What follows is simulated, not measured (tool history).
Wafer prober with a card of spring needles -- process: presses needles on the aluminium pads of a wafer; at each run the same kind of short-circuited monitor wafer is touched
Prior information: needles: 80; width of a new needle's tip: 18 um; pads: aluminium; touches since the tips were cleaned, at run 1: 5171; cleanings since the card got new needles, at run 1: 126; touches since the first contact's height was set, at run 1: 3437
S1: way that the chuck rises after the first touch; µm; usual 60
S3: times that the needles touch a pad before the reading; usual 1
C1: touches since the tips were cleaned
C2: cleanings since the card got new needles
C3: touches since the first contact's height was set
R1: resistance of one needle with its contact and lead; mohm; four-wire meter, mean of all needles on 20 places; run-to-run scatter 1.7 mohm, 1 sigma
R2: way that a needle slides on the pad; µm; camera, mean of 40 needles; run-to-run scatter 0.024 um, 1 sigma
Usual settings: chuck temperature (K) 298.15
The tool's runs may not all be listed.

{"run": 1, "day": 0.0, "S1": 60, "chuck temperature (K)": 298.15, "S3": 1, "C1": 5171, "C2": 126, "C3": 3437, "R1": 191, "R2": 16.26}
{"day": 0.262, "done": "tips cleaned on abrasive film"}
{"day": 0.783, "done": "tips cleaned on abrasive film"}
{"run": 2, "day": 0.938, "S1": 60, "chuck temperature (K)": 298.15, "S3": 1, "C1": 2072, "C2": 128, "C3": 15923, "R1": 179, "R2": 16.19}
{"day": 1.325, "done": "tips cleaned on abrasive film"}
{"day": 1.95, "done": "tips cleaned on abrasive film"}
{"run": 3, "day": 1.967, "S1": 60, "chuck temperature (K)": 298.15, "S3": 2, "C1": 207, "C2": 130, "C3": 29695, "R1": 170, "R2": 16.17}
{"day": 2.542, "done": "tips cleaned on abrasive film"}
{"day": 3.188, "done": "tips cleaned on abrasive film"}
{"run": 4, "day": 3.679, "S1": 60, "chuck temperature (K)": 298.15, "S3": 2, "C1": 6573, "C2": 132, "C3": 52606, "R1": 186, "R2": 16.11}
{"day": 3.808, "done": "tips cleaned on abrasive film"}
{"day": 4.412, "done": "tips cleaned on abrasive film"}
{"day": 4.983, "done": "tips cleaned on abrasive film"}
{"run": 5, "day": 5.208, "S1": 60, "chuck temperature (K)": 298.15, "S3": 2, "C1": 3009, "C2": 135, "C3": 73040, "R1": 177, "R2": 16.11}
{"day": 5.6, "done": "tips cleaned on abrasive film"}
{"day": 6.171, "done": "tips cleaned on abrasive film"}
{"day": 6.808, "done": "tips cleaned on abrasive film"}
{"run": 6, "day": 6.992, "S1": 60, "chuck temperature (K)": 298.15, "S3": 2, "C1": 2455, "C2": 138, "C3": 96859, "R1": 180, "R2": 16.02}
{"day": 7.346, "done": "tips cleaned on abrasive film"}
{"day": 7.988, "done": "tips cleaned on abrasive film"}
{"day": 8.633, "done": "tips cleaned on abrasive film"}
{"run": 7, "day": 8.8, "S1": 60, "chuck temperature (K)": 298.15, "S3": 2, "C1": 2210, "C2": 141, "C3": 121046, "R1": 174, "R2": 15.98}
{"day": 9.188, "done": "tips cleaned on abrasive film"}
{"day": 9.329, "done": "height of the first contact set anew"}
{"day": 9.742, "done": "tips cleaned on abrasive film"}
{"day": 10.346, "done": "tips cleaned on abrasive film"}
{"day": 10.892, "done": "tips cleaned on abrasive film"}
{"run": 8, "day": 10.892, "S1": 60, "chuck temperature (K)": 298.15, "S3": 2, "C1": 0, "C2": 145, "C3": 20890, "R1": 166, "R2": 16.16}
{"day": 11.492, "done": "tips cleaned on abrasive film"}
{"day": 12.079, "done": "tips cleaned on abrasive film"}
{"run": 9, "day": 12.588, "S1": 60, "chuck temperature (K)": 298.15, "S3": 1, "C1": 6861, "C2": 147, "C3": 43586, "R1": 196, "R2": 16.15}
{"day": 12.721, "done": "tips cleaned on abrasive film"}
{"day": 13.371, "done": "tips cleaned on abrasive film"}
{"run": 10, "day": 13.792, "S1": 60, "chuck temperature (K)": 298.15, "S3": 1, "C1": 5686, "C2": 149, "C3": 59686, "R1": 195, "R2": 16.13}
{"day": 13.925, "done": "tips cleaned on abrasive film"}
{"day": 14.508, "done": "tips cleaned on abrasive film"}
{"day": 15.088, "done": "tips cleaned on abrasive film"}
{"day": 15.633, "done": "tips cleaned on abrasive film"}
{"run": 11, "day": 15.796, "S1": 60, "chuck temperature (K)": 393.15, "S3": 1, "C1": 2185, "C2": 153, "C3": 86424, "R1": 199, "R2": 16.06}
{"day": 16.183, "done": "tips cleaned on abrasive film"}
{"day": 16.829, "done": "tips cleaned on abrasive film"}
{"day": 17.421, "done": "tips cleaned on abrasive film"}
{"run": 12, "day": 17.792, "S1": 60, "chuck temperature (K)": 298.15, "S3": 1, "C1": 5027, "C2": 156, "C3": 113154, "R1": 190, "R2": 16.06}
{"day": 18.054, "done": "tips cleaned on abrasive film"}
{"day": 18.671, "done": "tips cleaned on abrasive film"}
{"day": 18.942, "done": "height of the first contact set anew"}
{"day": 19.204, "done": "tips cleaned on abrasive film"}
{"day": 19.804, "done": "tips cleaned on abrasive film"}
{"run": 13, "day": 19.825, "S1": 60, "chuck temperature (K)": 298.15, "S3": 1, "C1": 258, "C2": 160, "C3": 11789, "R1": 170, "R2": 16.19}
{"day": 20.408, "done": "tips cleaned on abrasive film"}
{"day": 21.042, "done": "tips cleaned on abrasive film"}
{"day": 21.642, "done": "tips cleaned on abrasive film"}
{"run": 14, "day": 21.825, "S1": 60, "chuck temperature (K)": 298.15, "S3": 1, "C1": 2495, "C2": 163, "C3": 38566, "R1": 188, "R2": 16.13}
{"day": 22.217, "done": "tips cleaned on abrasive film"}
{"day": 22.825, "done": "tips cleaned on abrasive film"}
{"day": 23.446, "done": "tips cleaned on abrasive film"}
{"run": 15, "day": 23.775, "S1": 60, "chuck temperature (K)": 298.15, "S3": 1, "C1": 4454, "C2": 166, "C3": 64626, "R1": 188, "R2": 16.1}
{"day": 23.983, "done": "tips cleaned on abrasive film"}
{"day": 24.633, "done": "tips cleaned on abrasive film"}
{"day": 25.262, "done": "tips cleaned on abrasive film"}
{"run": 16, "day": 25.433, "S1": 49, "chuck temperature (K)": 360.15, "S3": 1, "C1": 2297, "C2": 169, "C3": 86773, "R1": 204, "R2": 13.09}
{"day": 25.825, "done": "tips cleaned on abrasive film"}
{"day": 26.446, "done": "tips cleaned on abrasive film"}
{"day": 26.967, "done": "tips cleaned on abrasive film"}
{"run": 17, "day": 27.35, "S1": 60, "chuck temperature (K)": 310.15, "S3": 2, "C1": 5132, "C2": 172, "C3": 112402, "R1": 189, "R2": 16.01}
{"day": 27.612, "done": "tips cleaned on abrasive film"}
{"day": 28.217, "done": "tips cleaned on abrasive film"}
{"day": 28.554, "done": "height of the first contact set anew"}
{"day": 28.817, "done": "tips cleaned on abrasive film"}
{"run": 18, "day": 29.0, "S1": 60, "chuck temperature (K)": 310.15, "S3": 2, "C1": 2454, "C2": 175, "C3": 5925, "R1": 179, "R2": 16.18}
{"day": 29.383, "done": "tips cleaned on abrasive film"}
{"day": 29.942, "done": "tips cleaned on abrasive film"}
{"run": 19, "day": 30.212, "S1": 60, "chuck temperature (K)": 307.15, "S3": 1, "C1": 3603, "C2": 177, "C3": 22134, "R1": 190, "R2": 16.18}
{"day": 30.567, "done": "tips cleaned on abrasive film"}
{"day": 31.092, "done": "tips cleaned on abrasive film"}
{"run": 20, "day": 31.092, "S1": 62, "chuck temperature (K)": 313.15, "S3": 3, "C1": 0, "C2": 179, "C3": 33908, "R1": 170, "R2": 16.69}
{"day": 31.725, "done": "tips cleaned on abrasive film"}
{"day": 32.375, "done": "tips cleaned on abrasive film"}
{"run": 21, "day": 32.708, "S1": 46, "chuck temperature (K)": 313.15, "S3": 1, "C1": 4482, "C2": 181, "C3": 55522, "R1": 218, "R2": 12.36}
{"day": 32.967, "done": "tips cleaned on abrasive film"}
{"day": 33.579, "done": "tips cleaned on abrasive film"}
{"run": 22, "day": 33.846, "S1": 47, "chuck temperature (K)": 387.15, "S3": 2, "C1": 3581, "C2": 183, "C3": 70708, "R1": 207, "R2": 12.58}
{"day": 34.104, "done": "tips cleaned on abrasive film"}
{"day": 34.708, "done": "tips cleaned on abrasive film"}
{"run": 23, "day": 34.738, "S1": 61, "chuck temperature (K)": 298.15, "S3": 1, "C1": 352, "C2": 185, "C3": 82598, "R1": 172, "R2": 16.35}
{"day": 35.254, "done": "tips cleaned on abrasive film"}
{"day": 35.796, "done": "tips cleaned on abrasive film"}
{"run": 24, "day": 36.271, "S1": 49, "chuck temperature (K)": 350.15, "S3": 1, "C1": 6365, "C2": 187, "C3": 103132, "R1": 226, "R2": 13.02}
{"day": 36.396, "done": "tips cleaned on abrasive film"}
{"day": 37.046, "done": "tips cleaned on abrasive film"}
{"day": 37.675, "done": "tips cleaned on abrasive film"}
{"day": 38.142, "done": "height of the first contact set anew"}
{"run": 25, "day": 38.183, "S1": 49, "chuck temperature (K)": 350.15, "S3": 1, "C1": 6676, "C2": 190, "C3": 599, "R1": 227, "R2": 13.25}
{"day": 38.317, "done": "tips cleaned on abrasive film"}
{"day": 38.967, "done": "tips cleaned on abrasive film"}
{"run": 26, "day": 39.362, "S1": 57, "chuck temperature (K)": 298.15, "S3": 2, "C1": 5353, "C2": 192, "C3": 16367, "R1": 190, "R2": 15.36}
{"day": 39.492, "done": "tips cleaned on abrasive film"}
{"day": 40.104, "done": "tips cleaned on abrasive film"}
{"run": 27, "day": 40.383, "S1": 57, "chuck temperature (K)": 298.15, "S3": 2, "C1": 3761, "C2": 194, "C3": 29954, "R1": 183, "R2": 15.35}
{"day": 40.638, "done": "tips cleaned on abrasive film"}
{"day": 41.233, "done": "tips cleaned on abrasive film"}
{"day": 41.825, "done": "tips cleaned on abrasive film"}
{"day": 42.404, "done": "tips cleaned on abrasive film"}
{"run": 28, "day": 42.45, "S1": 45, "chuck temperature (K)": 385.15, "S3": 1, "C1": 620, "C2": 198, "C3": 57599, "R1": 200, "R2": 12.03}

Entry by entry between the runs, the difference in hidden state between the last listed run before and the first listed run after:
Logged between run 1 and run 2: tips cleaned on abrasive film (day 0.262); tips cleaned on abrasive film (day 0.783)
  debris on the tips, nm: 100.5 -> 50.7; way that the needles fall short of the set height, um: 0 -> 0.11; tips' diameter, um: 20.36 -> 20.4
  measured less the result without the state, R1: +28 -> +15 mohm; R2: +0.00 -> -0.03 µm
Logged between run 2 and run 3: tips cleaned on abrasive film (day 1.325); tips cleaned on abrasive film (day 1.950)
  debris on the tips, nm: 50.7 -> 17.6; way that the needles fall short of the set height, um: 0.11 -> 0.22; tips' diameter, um: 20.4 -> 20.44
  measured less the result without the state, R1: +15 -> +4 mohm; R2: -0.03 -> -0.05 µm
Logged between run 3 and run 4: tips cleaned on abrasive film (day 2.542); tips cleaned on abrasive film (day 3.188)
  debris on the tips, nm: 17.6 -> 109.6; way that the needles fall short of the set height, um: 0.22 -> 0.29; tips' diameter, um: 20.44 -> 20.46
  measured less the result without the state, R1: +4 -> +19 mohm; R2: -0.05 -> -0.08 µm
Logged between run 4 and run 5: tips cleaned on abrasive film (day 3.808); tips cleaned on abrasive film (day 4.412); tips cleaned on abrasive film (day 4.983)
  debris on the tips, nm: 109.6 -> 63.9; way that the needles fall short of the set height, um: 0.29 -> 0.45; tips' diameter, um: 20.46 -> 20.52
  measured less the result without the state, R1: +19 -> +12 mohm; R2: -0.08 -> -0.12 µm
Logged between run 5 and run 6: tips cleaned on abrasive film (day 5.600); tips cleaned on abrasive film (day 6.171); tips cleaned on abrasive film (day 6.808)
  debris on the tips, nm: 63.9 -> 65.8; way that the needles fall short of the set height, um: 0.45 -> 0.62; tips' diameter, um: 20.52 -> 20.58
  measured less the result without the state, R1: +12 -> +12 mohm; R2: -0.12 -> -0.17 µm
Logged between run 6 and run 7: tips cleaned on abrasive film (day 7.346); tips cleaned on abrasive film (day 7.988); tips cleaned on abrasive film (day 8.633)
  debris on the tips, nm: 65.8 -> 50.1; way that the needles fall short of the set height, um: 0.62 -> 0.77; tips' diameter, um: 20.58 -> 20.63
  measured less the result without the state, R1: +12 -> +10 mohm; R2: -0.17 -> -0.21 µm
Logged between run 7 and run 8: tips cleaned on abrasive film (day 9.188); height of the first contact set anew (day 9.329); tips cleaned on abrasive film (day 9.742); tips cleaned on abrasive film (day 10.346); tips cleaned on abrasive film (day 10.892)
  debris on the tips, nm: 50.1 -> 11.5; way that the needles fall short of the set height, um: 0.77 -> 0.15; tips' diameter, um: 20.63 -> 20.7
  measured less the result without the state, R1: +10 -> +3 mohm; R2: -0.21 -> -0.04 µm
Logged between run 8 and run 9: tips cleaned on abrasive film (day 11.492); tips cleaned on abrasive film (day 12.079)
  debris on the tips, nm: 11.5 -> 113; way that the needles fall short of the set height, um: 0.15 -> 0.25; tips' diameter, um: 20.7 -> 20.73
  measured less the result without the state, R1: +3 -> +33 mohm; R2: -0.04 -> -0.06 µm
Logged between run 9 and run 10: tips cleaned on abrasive film (day 12.721); tips cleaned on abrasive film (day 13.371)
  debris on the tips, nm: 113 -> 105.9; way that the needles fall short of the set height, um: 0.25 -> 0.36; tips' diameter, um: 20.73 -> 20.78
  measured less the result without the state, R1: +33 -> +31 mohm; R2: -0.06 -> -0.10 µm
Logged between run 10 and run 11: tips cleaned on abrasive film (day 13.925); tips cleaned on abrasive film (day 14.508); tips cleaned on abrasive film (day 15.088); tips cleaned on abrasive film (day 15.633)
  debris on the tips, nm: 105.9 -> 51.8; way that the needles fall short of the set height, um: 0.36 -> 0.55; tips' diameter, um: 20.78 -> 20.84
  measured less the result without the state, R1: +31 -> +14 mohm; R2: -0.10 -> -0.14 µm
Logged between run 11 and run 12: tips cleaned on abrasive film (day 16.183); tips cleaned on abrasive film (day 16.829); tips cleaned on abrasive film (day 17.421)
  debris on the tips, nm: 51.8 -> 88.2; way that the needles fall short of the set height, um: 0.55 -> 0.72; tips' diameter, um: 20.84 -> 20.9
  measured less the result without the state, R1: +14 -> +26 mohm; R2: -0.14 -> -0.19 µm
Logged between run 12 and run 13: tips cleaned on abrasive film (day 18.054); tips cleaned on abrasive film (day 18.671); height of the first contact set anew (day 18.942); tips cleaned on abrasive film (day 19.204); tips cleaned on abrasive film (day 19.804)
  debris on the tips, nm: 88.2 -> 13.4; way that the needles fall short of the set height, um: 0.72 -> 0.11; tips' diameter, um: 20.9 -> 20.97
  measured less the result without the state, R1: +26 -> +6 mohm; R2: -0.19 -> -0.03 µm
Logged between run 13 and run 14: tips cleaned on abrasive film (day 20.408); tips cleaned on abrasive film (day 21.042); tips cleaned on abrasive film (day 21.642)
  debris on the tips, nm: 13.4 -> 70.9; way that the needles fall short of the set height, um: 0.11 -> 0.25; tips' diameter, um: 20.97 -> 21.02
  measured less the result without the state, R1: +6 -> +22 mohm; R2: -0.03 -> -0.07 µm
Logged between run 14 and run 15: tips cleaned on abrasive film (day 22.217); tips cleaned on abrasive film (day 22.825); tips cleaned on abrasive film (day 23.446)
  debris on the tips, nm: 70.9 -> 79.8; way that the needles fall short of the set height, um: 0.25 -> 0.41; tips' diameter, um: 21.02 -> 21.08
  measured less the result without the state, R1: +22 -> +24 mohm; R2: -0.07 -> -0.11 µm
Logged between run 15 and run 16: tips cleaned on abrasive film (day 23.983); tips cleaned on abrasive film (day 24.633); tips cleaned on abrasive film (day 25.262)
  debris on the tips, nm: 79.8 -> 59.8; way that the needles fall short of the set height, um: 0.41 -> 0.59; tips' diameter, um: 21.08 -> 21.14
  measured less the result without the state, R1: +24 -> +25 mohm; R2: -0.11 -> -0.16 µm
Logged between run 16 and run 17: tips cleaned on abrasive film (day 25.825); tips cleaned on abrasive film (day 26.446); tips cleaned on abrasive film (day 26.967)
  debris on the tips, nm: 59.8 -> 94.1; way that the needles fall short of the set height, um: 0.59 -> 0.74; tips' diameter, um: 21.14 -> 21.19
  measured less the result without the state, R1: +25 -> +18 mohm; R2: -0.16 -> -0.20 µm
Logged between run 17 and run 18: tips cleaned on abrasive film (day 27.612); tips cleaned on abrasive film (day 28.217); height of the first contact set anew (day 28.554); tips cleaned on abrasive film (day 28.817)
  debris on the tips, nm: 94.1 -> 65.6; way that the needles fall short of the set height, um: 0.74 -> 0.04; tips' diameter, um: 21.19 -> 21.25
  measured less the result without the state, R1: +18 -> +13 mohm; R2: -0.20 -> -0.01 µm
Logged between run 18 and run 19: tips cleaned on abrasive film (day 29.383); tips cleaned on abrasive film (day 29.942)
  debris on the tips, nm: 65.6 -> 86.1; way that the needles fall short of the set height, um: 0.04 -> 0.15; tips' diameter, um: 21.25 -> 21.29
  measured less the result without the state, R1: +13 -> +26 mohm; R2: -0.01 -> -0.04 µm
Logged between run 19 and run 20: tips cleaned on abrasive film (day 30.567); tips cleaned on abrasive film (day 31.092)
  debris on the tips, nm: 86.1 -> 6.8; way that the needles fall short of the set height, um: 0.15 -> 0.27; tips' diameter, um: 21.29 -> 21.33
  measured less the result without the state, R1: +26 -> +3 mohm; R2: -0.04 -> -0.07 µm
Logged between run 20 and run 21: tips cleaned on abrasive film (day 31.725); tips cleaned on abrasive film (day 32.375)
  debris on the tips, nm: 6.8 -> 95.6; way that the needles fall short of the set height, um: 0.27 -> 0.39; tips' diameter, um: 21.33 -> 21.37
  measured less the result without the state, R1: +3 -> +47 mohm; R2: -0.07 -> -0.11 µm
Logged between run 21 and run 22: tips cleaned on abrasive film (day 32.967); tips cleaned on abrasive film (day 33.579)
  debris on the tips, nm: 95.6 -> 77.2; way that the needles fall short of the set height, um: 0.39 -> 0.49; tips' diameter, um: 21.37 -> 21.4
  measured less the result without the state, R1: +47 -> +22 mohm; R2: -0.11 -> -0.13 µm
Logged between run 22 and run 23: tips cleaned on abrasive film (day 34.104); tips cleaned on abrasive film (day 34.708)
  debris on the tips, nm: 77.2 -> 16.6; way that the needles fall short of the set height, um: 0.49 -> 0.59; tips' diameter, um: 21.4 -> 21.44
  measured less the result without the state, R1: +22 -> +6 mohm; R2: -0.13 -> -0.16 µm
Logged between run 23 and run 24: tips cleaned on abrasive film (day 35.254); tips cleaned on abrasive film (day 35.796)
  debris on the tips, nm: 16.6 -> 105.3; way that the needles fall short of the set height, um: 0.59 -> 0.7; tips' diameter, um: 21.44 -> 21.48
  measured less the result without the state, R1: +6 -> +45 mohm; R2: -0.16 -> -0.19 µm
Logged between run 24 and run 25: tips cleaned on abrasive film (day 36.396); tips cleaned on abrasive film (day 37.046); tips cleaned on abrasive film (day 37.675); height of the first contact set anew (day 38.142)
  debris on the tips, nm: 105.3 -> 113.7; way that the needles fall short of the set height, um: 0.7 -> 0; tips' diameter, um: 21.48 -> 21.53
  measured less the result without the state, R1: +45 -> +47 mohm; R2: -0.19 -> +0.00 µm
Logged between run 25 and run 26: tips cleaned on abrasive film (day 38.317); tips cleaned on abrasive film (day 38.967)
  debris on the tips, nm: 113.7 -> 104.1; way that the needles fall short of the set height, um: 0 -> 0.12; tips' diameter, um: 21.53 -> 21.57
  measured less the result without the state, R1: +47 -> +22 mohm; R2: +0.00 -> -0.03 µm
Logged between run 26 and run 27: tips cleaned on abrasive film (day 39.492); tips cleaned on abrasive film (day 40.104)
  debris on the tips, nm: 104.1 -> 80.8; way that the needles fall short of the set height, um: 0.12 -> 0.2; tips' diameter, um: 21.57 -> 21.6
  measured less the result without the state, R1: +22 -> +18 mohm; R2: -0.03 -> -0.05 µm
Logged between run 27 and run 28: tips cleaned on abrasive film (day 40.638); tips cleaned on abrasive film (day 41.233); tips cleaned on abrasive film (day 41.825); tips cleaned on abrasive film (day 42.404)
  debris on the tips, nm: 80.8 -> 22.8; way that the needles fall short of the set height, um: 0.2 -> 0.41; tips' diameter, um: 21.6 -> 21.68
  measured less the result without the state, R1: +18 -> +14 mohm; R2: -0.05 -> -0.12 µm
